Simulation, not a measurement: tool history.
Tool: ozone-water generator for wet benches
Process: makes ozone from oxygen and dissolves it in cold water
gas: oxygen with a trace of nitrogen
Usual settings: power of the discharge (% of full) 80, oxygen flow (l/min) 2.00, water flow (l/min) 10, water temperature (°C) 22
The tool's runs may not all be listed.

| run | hour | power of the discharge (% of full) | oxygen flow (l/min) | water flow (l/min) | water temperature (°C) | dissolved ozone (ppm) | ozone in the gas ahead of the water (g/m3) |
|---|---|---|---|---|---|---|---|
| 1 | 0.0 | 80 | 2.00 | 10 | 22 | 26.1 | 261.3 |
| 2 | 25.3 | 80 | 2.00 | 10 | 22 | 26.2 | 262.3 |
| 3 | 56.5 | 80 | 2.38 | 10 | 22 | 25.7 | 237.4 |
| 4 | 86.9 | 80 | 2.38 | 10 | 22 | 25.5 | 235.5 |
| 5 | 126.8 | 80 | 2.38 | 10 | 22 | 25.1 | 235.3 |
| 6 | 168.0 | 80 | 2.00 | 10 | 26 | 24.2 | 259.3 |
| 7 | 207.5 | 80 | 1.93 | 10 | 22 | 26.0 | 266.0 |
| 8 | 240.2 | 80 | 2.00 | 10 | 30 | 22.7 | 259.0 |
| 9 | 262.0 | 80 | 2.00 | 10 | 30 | 22.8 | 260.5 |
| 10 | 308.3 | 80 | 2.00 | 13 | 22 | 20.2 | 258.8 |
| 11 | 354.1 | 80 | 1.10 | 13 | 22 | 18.8 | 363.5 |
| 12 | 400.0 | 80 | 1.10 | 13 | 22 | 18.8 | 367.8 |
| 13 | 420.3 | 80 | 2.00 | 13 | 22 | 20.2 | 259.6 |
| 14 | 452.7 | 80 | 2.00 | 13 | 17 | 21.5 | 259.9 |
| 15 | 477.9 | 80 | 2.00 | 13 | 17 | 21.3 | 259.0 |
| 16 | 524.1 | 81 | 2.00 | 10 | 22 | 25.5 | 260.3 |
| 17 | 567.9 | 80 | 1.58 | 10 | 22 | 25.1 | 292.7 |
| 18 | 597.7 | 85 | 2.04 | 11 | 14 | 26.8 | 266.8 |
| 19 | 630.9 | 85 | 2.05 | 11 | 21 | 24.8 | 264.3 |
| 20 | 656.2 | 53 | 2.05 | 11 | 21 | 17.5 | 185.7 |
| 21 | 702.9 | 53 | 2.05 | 11 | 21 | 17.2 | 185.1 |
| 22 | 749.5 | 53 | 2.05 | 11 | 21 | 17.2 | 184.8 |
| 23 | 793.6 | 80 | 3.36 | 10 | 17 | 26.5 | 189.9 |
| 24 | 826.2 | 99 | 2.22 | 14 | 15 | 23.4 | 280.8 |
| 25 | 861.3 | 99 | 2.22 | 14 | 15 | 23.4 | 280.7 |
| 26 | 887.0 | 87 | 2.21 | 14 | 20 | 20.4 | 257.7 |
| 27 | 922.7 | 65 | 2.00 | 10 | 22 | 21.5 | 217.4 |
| 28 | 950.9 | 80 | 2.34 | 10 | 22 | 25.1 | 231.5 |
| 29 | 991.5 | 42 | 1.20 | 10 | 22 | 15.0 | 212.0 |
| 30 | 1018.7 | 86 | 3.05 | 9 | 16 | 30.5 | 209.4 |
| 31 | 1056.2 | 41 | 2.54 | 16 | 21 | 10.0 | 134.9 |
| 32 | 1094.1 | 80 | 2.00 | 9 | 16 | 29.1 | 252.8 |

Taken out of this log: 1 entry between the listed runs. Where each belongs, and how the hidden state differs across it:
Between runs 31 and 32: water thermometer calibrated (hour 1081.2)
  yield of the discharge, % of new electrodes': 95.8 -> 95.7; contactor's efficiency, % of a clean one's: 92 -> 91.9; true water temperature over the reading, C: 0.12 -> 0.02
  measured less the result without the state, dissolved ozone (ppm): -0.7 -> -2.2; ozone in the gas ahead of the water (g/m3): -3.5 -> -12.6
